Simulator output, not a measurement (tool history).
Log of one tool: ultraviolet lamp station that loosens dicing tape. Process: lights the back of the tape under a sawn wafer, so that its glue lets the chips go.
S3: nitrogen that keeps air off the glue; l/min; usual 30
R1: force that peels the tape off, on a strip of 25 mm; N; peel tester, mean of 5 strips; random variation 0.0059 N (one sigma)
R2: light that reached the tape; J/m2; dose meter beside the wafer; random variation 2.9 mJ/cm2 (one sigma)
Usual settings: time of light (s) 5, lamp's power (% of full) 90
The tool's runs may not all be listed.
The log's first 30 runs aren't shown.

run 31 hour=422.1 | time_of_light_(s)=5 lamp's_power_(%_of_full)=90 S3=45 | R1=0.15 R2=3930
run 32 hour=437.4 | time_of_light_(s)=3 lamp's_power_(%_of_full)=90 S3=10 | R1=0.851 R2=2280
run 33 hour=449.1 | time_of_light_(s)=2 lamp's_power_(%_of_full)=85 S3=31 | R1=0.916 R2=1480
run 34 hour=459.7 | time_of_light_(s)=2 lamp's_power_(%_of_full)=85 S3=31 | R1=0.908 R2=1460
run 35 hour=477.1 | time_of_light_(s)=3 lamp's_power_(%_of_full)=94 S3=30 | R1=0.45 R2=2390
run 36 hour=495.8 | time_of_light_(s)=5 lamp's_power_(%_of_full)=86 S3=9 | R1=0.45 R2=3660
run 37 hour=513.8 | time_of_light_(s)=3 lamp's_power_(%_of_full)=63 S3=50 | R1=0.668 R2=1610
run 38 hour=533.1 | time_of_light_(s)=7 lamp's_power_(%_of_full)=63 S3=51 | R1=0.147 R2=3740
run 39 hour=552.6 | time_of_light_(s)=3 lamp's_power_(%_of_full)=67 S3=44 | R1=0.654 R2=1720
run 40 hour=567.6 | time_of_light_(s)=3 lamp's_power_(%_of_full)=67 S3=35 | R1=0.716 R2=1690
run 41 hour=579.3 | time_of_light_(s)=9 lamp's_power_(%_of_full)=95 S3=10 | R1=0.139 R2=7100
run 42 hour=588.9 | time_of_light_(s)=7 lamp's_power_(%_of_full)=76 S3=39 | R1=0.15 R2=4430
run 43 hour=600.8 | time_of_light_(s)=4 lamp's_power_(%_of_full)=76 S3=32 | R1=0.377 R2=2510

Forecast each of these 4 alternatives for the next run:
run A hour=613.7 | time_of_light_(s)=5 lamp's_power_(%_of_full)=81 S3=21 | R1=? R2=?
run B hour=613.7 | time_of_light_(s)=4 lamp's_power_(%_of_full)=72 S3=30 | R1=? R2=?
run C hour=613.7 | time_of_light_(s)=6 lamp's_power_(%_of_full)=79 S3=25 | R1=? R2=?
run D hour=613.7 | time_of_light_(s)=5 lamp's_power_(%_of_full)=90 S3=12 | R1=? R2=?

run=A R1=0.302 R2=3360
run=B R1=0.459 R2=2380
run=C R1=0.206 R2=3980
run=D R1=0.337 R2=3720
Without the tool's hidden state the same runs would have given:
run=A R1=0.232 R2=3890
run=B R1=0.354 R2=2760
run=C R1=0.165 R2=4610
run=D R1=0.257 R2=4310

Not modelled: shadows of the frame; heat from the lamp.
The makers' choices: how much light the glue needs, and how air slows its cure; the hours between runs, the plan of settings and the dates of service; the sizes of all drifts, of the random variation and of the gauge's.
